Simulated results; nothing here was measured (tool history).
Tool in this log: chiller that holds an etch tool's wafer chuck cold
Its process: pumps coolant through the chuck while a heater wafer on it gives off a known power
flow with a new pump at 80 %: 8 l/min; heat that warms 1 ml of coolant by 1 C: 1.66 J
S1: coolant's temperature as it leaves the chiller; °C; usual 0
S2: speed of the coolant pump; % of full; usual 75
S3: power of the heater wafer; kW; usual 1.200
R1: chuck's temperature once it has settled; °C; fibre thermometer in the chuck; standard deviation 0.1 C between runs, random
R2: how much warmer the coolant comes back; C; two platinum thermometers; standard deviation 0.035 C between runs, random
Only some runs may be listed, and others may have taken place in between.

{"run": 1, "hour": 0.0, "S1": 0, "S2": 75, "S3": 1.2, "R1": 13.9, "R2": 5.86}
{"hour": 37.1, "done": "chiller's thermometer calibrated"}
{"run": 2, "hour": 151.0, "S1": 0, "S2": 75, "S3": 1.2, "R1": 13.9, "R2": 5.85}
{"run": 3, "hour": 293.7, "S1": 0, "S2": 75, "S3": 1.2, "R1": 13.9, "R2": 5.9}
{"run": 4, "hour": 391.9, "S1": 0, "S2": 75, "S3": 1.582, "R1": 18.5, "R2": 7.7}
{"run": 5, "hour": 500.5, "S1": 0, "S2": 75, "S3": 0.942, "R1": 11.0, "R2": 4.59}
{"run": 6, "hour": 635.4, "S1": 0, "S2": 80, "S3": 1.2, "R1": 13.2, "R2": 5.51}
{"run": 7, "hour": 773.1, "S1": 0, "S2": 75, "S3": 1.2, "R1": 13.9, "R2": 5.93}
{"run": 8, "hour": 921.4, "S1": 0, "S2": 75, "S3": 1.2, "R1": 13.9, "R2": 5.89}
{"run": 9, "hour": 1005.9, "S1": 0, "S2": 75, "S3": 1.2, "R1": 13.7, "R2": 5.93}
{"run": 10, "hour": 1155.7, "S1": 0, "S2": 75, "S3": 0.648, "R1": 7.4, "R2": 3.26}
{"run": 11, "hour": 1238.5, "S1": 0, "S2": 75, "S3": 0.648, "R1": 7.5, "R2": 3.2}
{"run": 12, "hour": 1386.1, "S1": 0, "S2": 75, "S3": 0.648, "R1": 7.4, "R2": 3.22}
{"run": 13, "hour": 1473.0, "S1": 0, "S2": 75, "S3": 0.648, "R1": 7.5, "R2": 3.2}
{"run": 14, "hour": 1561.0, "S1": 0, "S2": 75, "S3": 0.648, "R1": 7.4, "R2": 3.24}
{"hour": 1666.1, "done": "coolant pump overhauled"}
{"run": 15, "hour": 1684.3, "S1": 0, "S2": 75, "S3": 0.776, "R1": 9.0, "R2": 3.87}
{"run": 16, "hour": 1757.1, "S1": 0, "S2": 75, "S3": 0.776, "R1": 9.0, "R2": 3.89}
{"run": 17, "hour": 1872.2, "S1": 9, "S2": 75, "S3": 1.2, "R1": 22.9, "R2": 5.92}
{"run": 18, "hour": 1975.4, "S1": 2, "S2": 75, "S3": 0.863, "R1": 12.0, "R2": 4.38}
{"run": 19, "hour": 2042.6, "S1": -6, "S2": 88, "S3": 1.793, "R1": 11.9, "R2": 7.45}
{"run": 20, "hour": 2133.6, "S1": 9, "S2": 83, "S3": 1.69, "R1": 26.9, "R2": 7.49}
{"run": 21, "hour": 2219.4, "S1": -2, "S2": 75, "S3": 1.228, "R1": 12.1, "R2": 6.11}
{"run": 22, "hour": 2297.5, "S1": -2, "S2": 75, "S3": 1.228, "R1": 12.2, "R2": 6.1}
{"run": 23, "hour": 2442.8, "S1": -2, "S2": 75, "S3": 1.228, "R1": 12.3, "R2": 6.09}
{"run": 24, "hour": 2517.2, "S1": 6, "S2": 73, "S3": 0.626, "R1": 13.1, "R2": 3.29}
{"run": 25, "hour": 2627.7, "S1": 6, "S2": 77, "S3": 1.086, "R1": 18.5, "R2": 5.31}
{"run": 26, "hour": 2736.6, "S1": 6, "S2": 87, "S3": 1.099, "R1": 17.3, "R2": 4.64}
{"run": 27, "hour": 2870.1, "S1": 5, "S2": 77, "S3": 1.099, "R1": 17.7, "R2": 5.32}
{"hour": 2967.1, "done": "chiller's thermometer calibrated"}
{"run": 28, "hour": 2987.0, "S1": -1, "S2": 82, "S3": 1.2, "R1": 11.9, "R2": 5.43}
{"run": 29, "hour": 3133.8, "S1": -1, "S2": 82, "S3": 1.2, "R1": 11.7, "R2": 5.43}
{"run": 30, "hour": 3224.0, "S1": 0, "S2": 82, "S3": 1.278, "R1": 13.7, "R2": 5.83}
{"hour": 3303.0, "done": "coolant changed, channels flushed"}
{"run": 31, "hour": 3304.5, "S1": 0, "S2": 82, "S3": 1.278, "R1": 13.8, "R2": 5.82}

Table of differences, measured result less the result of that run with no hidden state. Run-to-run variation is the same in both. Gauge scatter possibly is not:
The tool's hidden condition here consists of: heat passed by the chuck's channels, % of clean ones'; flow at a given pump speed, % of a new pump's; coolant's true temperature over the reading, C; drift of the gauge itself on chuck_c, C; drift of the gauge itself on warmer_back_c, C.
run=1 R2=+0.00
run=2 R2=+0.01
run=3 R2=+0.02
run=4 R2=+0.03
run=5 R2=+0.03
run=6 R2=+0.04
run=7 R2=+0.05
run=8 R2=+0.06
run=9 R2=+0.06
run=10 R2=+0.07
run=11 R2=+0.07
run=12 R2=+0.08
run=13 R2=+0.09
run=14 R2=+0.08
run=15 R2=+0.09
run=16 R2=+0.09
run=17 R2=+0.10
run=18 R2=+0.11
run=19 R2=+0.11
run=20 R2=+0.12
run=21 R2=+0.11
run=22 R2=+0.12
run=23 R2=+0.13
run=24 R2=+0.13
run=25 R2=+0.14
run=26 R2=+0.15
run=27 R2=+0.16
run=28 R2=+0.16
run=29 R2=+0.17
run=30 R2=+0.18
run=31 R2=+0.18
For R1, the value without the hidden state is never more than 0.1 °C from the measured value.
